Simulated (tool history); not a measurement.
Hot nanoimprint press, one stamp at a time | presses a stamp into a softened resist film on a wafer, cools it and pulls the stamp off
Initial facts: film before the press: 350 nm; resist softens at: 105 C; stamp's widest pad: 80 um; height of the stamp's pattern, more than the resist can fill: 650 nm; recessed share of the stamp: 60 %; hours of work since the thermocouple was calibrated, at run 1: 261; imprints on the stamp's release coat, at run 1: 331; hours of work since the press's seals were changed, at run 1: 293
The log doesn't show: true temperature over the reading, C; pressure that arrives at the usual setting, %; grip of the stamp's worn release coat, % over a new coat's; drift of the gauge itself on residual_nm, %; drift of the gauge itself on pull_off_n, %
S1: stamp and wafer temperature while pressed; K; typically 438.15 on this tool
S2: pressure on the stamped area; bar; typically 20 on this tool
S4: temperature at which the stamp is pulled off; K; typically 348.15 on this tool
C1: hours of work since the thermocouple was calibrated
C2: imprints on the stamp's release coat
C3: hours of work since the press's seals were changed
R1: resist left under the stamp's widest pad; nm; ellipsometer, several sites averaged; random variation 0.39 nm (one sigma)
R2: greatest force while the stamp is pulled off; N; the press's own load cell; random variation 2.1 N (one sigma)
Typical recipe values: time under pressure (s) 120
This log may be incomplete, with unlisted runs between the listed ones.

{"run": 1, "hour": 0.0, "S1": 438.15, "S2": 20, "time under pressure (s)": 120, "S4": 348.15, "C1": 261, "C2": 331, "C3": 293, "R1": 131.2, "R2": 214}
{"run": 2, "hour": 16.0, "S1": 438.15, "S2": 20, "time under pressure (s)": 120, "S4": 348.15, "C1": 267, "C2": 362, "C3": 300, "R1": 130.4, "R2": 213}
{"run": 3, "hour": 34.3, "S1": 438.15, "S2": 20, "time under pressure (s)": 120, "S4": 348.15, "C1": 275, "C2": 397, "C3": 307, "R1": 129.8, "R2": 221}
{"run": 4, "hour": 52.7, "S1": 438.15, "S2": 20, "time under pressure (s)": 120, "S4": 348.15, "C1": 282, "C2": 432, "C3": 315, "R1": 130.5, "R2": 214}
{"run": 5, "hour": 71.0, "S1": 438.15, "S2": 20, "time under pressure (s)": 120, "S4": 348.15, "C1": 290, "C2": 468, "C3": 322, "R1": 130, "R2": 217}
{"run": 6, "hour": 88.6, "S1": 438.15, "S2": 20, "time under pressure (s)": 120, "S4": 348.15, "C1": 297, "C2": 501, "C3": 329, "R1": 131, "R2": 216}
{"run": 7, "hour": 98.4, "S1": 438.15, "S2": 20, "time under pressure (s)": 120, "S4": 348.15, "C1": 301, "C2": 520, "C3": 333, "R1": 131, "R2": 215}
{"run": 8, "hour": 106.5, "S1": 438.15, "S2": 20, "time under pressure (s)": 120, "S4": 348.15, "C1": 305, "C2": 536, "C3": 337, "R1": 130.6, "R2": 217}
{"run": 9, "hour": 119.3, "S1": 438.15, "S2": 20, "time under pressure (s)": 120, "S4": 348.15, "C1": 310, "C2": 560, "C3": 342, "R1": 130.6, "R2": 216}
{"run": 10, "hour": 130.0, "S1": 438.15, "S2": 20, "time under pressure (s)": 120, "S4": 348.15, "C1": 314, "C2": 581, "C3": 346, "R1": 129.7, "R2": 220}
{"run": 11, "hour": 143.6, "S1": 446.15, "S2": 20, "time under pressure (s)": 120, "S4": 348.15, "C1": 320, "C2": 607, "C3": 352, "R1": 97.8, "R2": 217}
{"hour": 157.7, "done": "stamp cleaned and given a new release coat"}
{"run": 12, "hour": 162.6, "S1": 446.15, "S2": 20, "time under pressure (s)": 120, "S4": 348.15, "C1": 325, "C2": 9, "C3": 357, "R1": 96.9, "R2": 211}
{"run": 13, "hour": 176.8, "S1": 446.15, "S2": 15, "time under pressure (s)": 120, "S4": 334.15, "C1": 331, "C2": 36, "C3": 363, "R1": 113.9, "R2": 279}
{"run": 14, "hour": 184.6, "S1": 446.15, "S2": 15, "time under pressure (s)": 120, "S4": 334.15, "C1": 334, "C2": 52, "C3": 366, "R1": 113.9, "R2": 282}
{"run": 15, "hour": 202.3, "S1": 446.15, "S2": 15, "time under pressure (s)": 120, "S4": 337.15, "C1": 341, "C2": 85, "C3": 373, "R1": 113.3, "R2": 266}
{"run": 16, "hour": 217.4, "S1": 446.15, "S2": 15, "time under pressure (s)": 170, "S4": 337.15, "C1": 348, "C2": 115, "C3": 380, "R1": 99.3, "R2": 270}
{"run": 17, "hour": 229.7, "S1": 438.15, "S2": 20, "time under pressure (s)": 120, "S4": 351.15, "C1": 353, "C2": 138, "C3": 385, "R1": 130.5, "R2": 199}
{"run": 18, "hour": 239.7, "S1": 434.15, "S2": 19.3, "time under pressure (s)": 238, "S4": 351.15, "C1": 357, "C2": 158, "C3": 389, "R1": 119.5, "R2": 202}
{"run": 19, "hour": 257.4, "S1": 438.15, "S2": 20, "time under pressure (s)": 88, "S4": 342.15, "C1": 364, "C2": 192, "C3": 396, "R1": 146.6, "R2": 244}

Run 20 comes next. What will it give?
{"run": 20, "hour": 269.6, "S1": 428.15, "S2": 20, "time under pressure (s)": 88, "S4": 342.15, "C1": 369, "C2": 215, "C3": 401, "R1": "?", "R2": "?"}

{"run 20": {"R1": 212.8, "R2": 242}}
The same run, on a tool lacking any hidden state, would have yielded R1 212.5 nm, R2 242 N.
